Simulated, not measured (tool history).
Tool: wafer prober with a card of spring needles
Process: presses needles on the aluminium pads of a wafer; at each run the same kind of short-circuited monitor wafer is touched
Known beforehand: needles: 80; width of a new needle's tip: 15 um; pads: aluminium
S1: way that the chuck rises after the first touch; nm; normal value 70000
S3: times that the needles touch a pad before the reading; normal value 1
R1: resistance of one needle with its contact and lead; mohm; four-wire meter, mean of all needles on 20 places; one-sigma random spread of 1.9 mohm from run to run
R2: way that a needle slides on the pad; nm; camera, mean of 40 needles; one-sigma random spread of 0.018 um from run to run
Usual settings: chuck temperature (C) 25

{"run": 1, "hour": 0.0, "S1": 70000, "chuck temperature (C)": 25, "S3": 1, "R1": 207, "R2": 11240}
{"hour": 2.5, "done": "tips cleaned on abrasive film"}
{"run": 2, "hour": 17.4, "S1": 70000, "chuck temperature (C)": 25, "S3": 1, "R1": 202, "R2": 11250}
{"hour": 41.1, "done": "tips cleaned on abrasive film"}
{"run": 3, "hour": 44.3, "S1": 70000, "chuck temperature (C)": 76, "S3": 1, "R1": 220, "R2": 11210}
{"run": 4, "hour": 61.2, "S1": 70000, "chuck temperature (C)": 76, "S3": 1, "R1": 218, "R2": 11220}
{"hour": 78.7, "done": "tips cleaned on abrasive film"}
{"run": 5, "hour": 78.9, "S1": 70000, "chuck temperature (C)": 63, "S3": 1, "R1": 216, "R2": 11190}
{"run": 6, "hour": 93.8, "S1": 70000, "chuck temperature (C)": 63, "S3": 1, "R1": 213, "R2": 11200}
{"run": 7, "hour": 107.7, "S1": 60000, "chuck temperature (C)": 78, "S3": 2, "R1": 218, "R2": 9620}
{"hour": 115.9, "done": "tips cleaned on abrasive film"}
{"run": 8, "hour": 132.0, "S1": 60000, "chuck temperature (C)": 75, "S3": 2, "R1": 216, "R2": 9620}
{"run": 9, "hour": 150.1, "S1": 60000, "chuck temperature (C)": 75, "S3": 2, "R1": 218, "R2": 9610}
{"hour": 154.6, "done": "tips cleaned on abrasive film"}
{"run": 10, "hour": 163.8, "S1": 51000, "chuck temperature (C)": 40, "S3": 1, "R1": 214, "R2": 8170}
{"run": 11, "hour": 176.8, "S1": 69000, "chuck temperature (C)": 53, "S3": 1, "R1": 209, "R2": 11080}
{"hour": 193.7, "done": "tips cleaned on abrasive film"}
{"run": 12, "hour": 200.9, "S1": 69000, "chuck temperature (C)": 28, "S3": 1, "R1": 205, "R2": 11080}

Predict each of these 3 candidate next runs independently; none follows another, all start after run 12:
{"run": "A", "hour": 213.4, "S1": 77000, "chuck temperature (C)": 30, "S3": 3, "R1": "?", "R2": "?"}
{"run": "B", "hour": 213.4, "S1": 55000, "chuck temperature (C)": 25, "S3": 2, "R1": "?", "R2": "?"}
{"run": "C", "hour": 213.4, "S1": 51000, "chuck temperature (C)": 25, "S3": 1, "R1": "?", "R2": "?"}

run=A R1=206 R2=12360
run=B R1=209 R2=8840
run=C R1=211 R2=8200
Without the tool's unlogged condition, the same runs would have read:
run=A R1=206 R2=12360
run=B R1=208 R2=8850
run=C R1=210 R2=8210

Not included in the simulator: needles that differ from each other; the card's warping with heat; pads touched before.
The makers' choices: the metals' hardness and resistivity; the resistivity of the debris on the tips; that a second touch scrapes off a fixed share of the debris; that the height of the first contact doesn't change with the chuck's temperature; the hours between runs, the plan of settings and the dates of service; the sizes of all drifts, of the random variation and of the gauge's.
